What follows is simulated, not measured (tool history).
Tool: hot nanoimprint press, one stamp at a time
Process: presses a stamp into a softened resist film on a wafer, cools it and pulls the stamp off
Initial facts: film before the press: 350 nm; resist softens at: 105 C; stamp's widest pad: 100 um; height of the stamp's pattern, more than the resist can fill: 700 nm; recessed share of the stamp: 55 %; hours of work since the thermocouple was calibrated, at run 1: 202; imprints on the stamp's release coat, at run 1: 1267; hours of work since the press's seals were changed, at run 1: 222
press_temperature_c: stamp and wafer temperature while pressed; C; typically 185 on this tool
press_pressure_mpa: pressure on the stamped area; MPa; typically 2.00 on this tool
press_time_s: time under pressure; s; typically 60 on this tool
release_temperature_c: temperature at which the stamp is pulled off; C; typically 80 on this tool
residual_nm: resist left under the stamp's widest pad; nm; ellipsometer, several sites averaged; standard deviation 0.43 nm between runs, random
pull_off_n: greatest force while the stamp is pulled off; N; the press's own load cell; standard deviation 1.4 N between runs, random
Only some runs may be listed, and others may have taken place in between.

run	hour	press_temperature_c	press_pressure_mpa	press_time_s	release_temperature_c	hours of work since the thermocouple was calibrated	imprints on the stamp's release coat	hours of work since the press's seals were changed	residual_nm	pull_off_n
1	0.0	185	2.00	60	80	202	1267	222	140.9	204
2	8.5	185	2.00	60	80	209	1318	228	141.5	202
3	14.7	185	2.00	60	80	213	1355	233	142.6	201
4	20.1	185	2.00	60	80	217	1388	237	141.5	207
5	25.9	185	2.00	60	80	222	1423	241	142.2	206
6	30.2	185	2.00	60	80	225	1449	244	142.2	207
7	36.0	185	2.00	60	80	229	1484	249	142.9	210
8	42.0	185	1.89	60	80	234	1519	253	146.8	209
9	50.6	185	1.89	60	80	240	1571	260	146.5	206
# hour 54.4: plate thermocouple calibrated
10	63.0	185	1.89	60	80	6	1627	267	148.5	212
11	69.5	185	1.89	60	80	11	1667	272	148.5	214
12	76.2	185	1.30	60	80	16	1707	277	182.9	214
# hour 81.8: plate thermocouple calibrated, once more
13	87.0	185	1.30	60	80	4	1754	283	178.9	210
# hour 95.6: stamp cleaned and given a new release coat
14	97.4	185	1.30	60	80	7	11	286	178.3	183
15	107.4	185	1.30	60	80	15	71	293	178.1	182
16	112.3	185	1.30	77	80	18	101	297	164.6	182

Predict the results of run 17:
17	120.8	185	1.30	77	80	25	152	304	?	?

residual_nm: 164.6 nm
pull_off_n: 183 N
On a tool with no hidden condition, and with the same random variation, this run would have come out at residual_nm 163.6 nm, pull_off_n 181 N.
